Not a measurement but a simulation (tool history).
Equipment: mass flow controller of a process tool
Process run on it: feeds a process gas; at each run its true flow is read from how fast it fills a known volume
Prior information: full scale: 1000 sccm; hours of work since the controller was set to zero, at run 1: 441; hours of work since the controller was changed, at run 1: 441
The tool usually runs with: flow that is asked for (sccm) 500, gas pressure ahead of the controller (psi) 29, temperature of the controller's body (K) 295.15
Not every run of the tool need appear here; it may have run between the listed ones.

run,day,flow that is asked for (sccm),gas pressure ahead of the controller (psi),temperature of the controller's body (K),hours of work since the controller was set to zero,hours of work since the controller was changed,true flow (%)
1,0,500,29,295.15,441,441,98.83
2,21.238,500,29,295.15,802,802,98.77
3,41.962,128,29,295.15,1154,1154,96.69
4,61.192,128,29,295.15,1481,1481,96.57
5,75.558,128,29,295.15,1725,1725,96.12
6,85.083,500,29,295.15,1887,1887,98.66
7,106.054,500,29,299.15,2244,2244,98.75
8,127.275,125,29,295.15,2605,2605,95.54
9,140.8,500,29,310.15,2834,2834,99.52
10,150.554,500,29,310.15,3000,3000,99.27
11,164.029,507,23.6,295.15,3229,3229,98.25
12,176.808,500,36.7,311.15,3447,3447,99.55
13,190.742,500,36.7,311.15,3683,3683,99.61
14,211.2,500,36.7,304.15,4031,4031,99.27
15,232.721,448,39.6,304.15,4397,4397,98.97
16,245.229,448,26.3,303.15,4610,4610,98.45
17,265.4,157,35.8,305.15,4953,4953,95.5
18,284.825,500,29,299.15,5283,5283,98.51

Measured less the same run without the tool's hidden state. The same run-to-run variation is in both; the gauge's scatter may not be:
Hidden conditions of the tool in this case: flow at rest that the sensor doesn't see, % of full scale; true flow over the shown one, %; drift of the gauge itself on true_pct, %.
run,true flow (%)
1,+0.02
2,-0.04
3,-1.32
4,-1.57
5,-1.76
6,-0.17
7,-0.21
8,-2.59
9,-0.28
10,-0.31
11,-0.32
12,-0.36
13,-0.38
14,-0.42
15,-0.6
16,-0.64
17,-3.43
18,-0.58
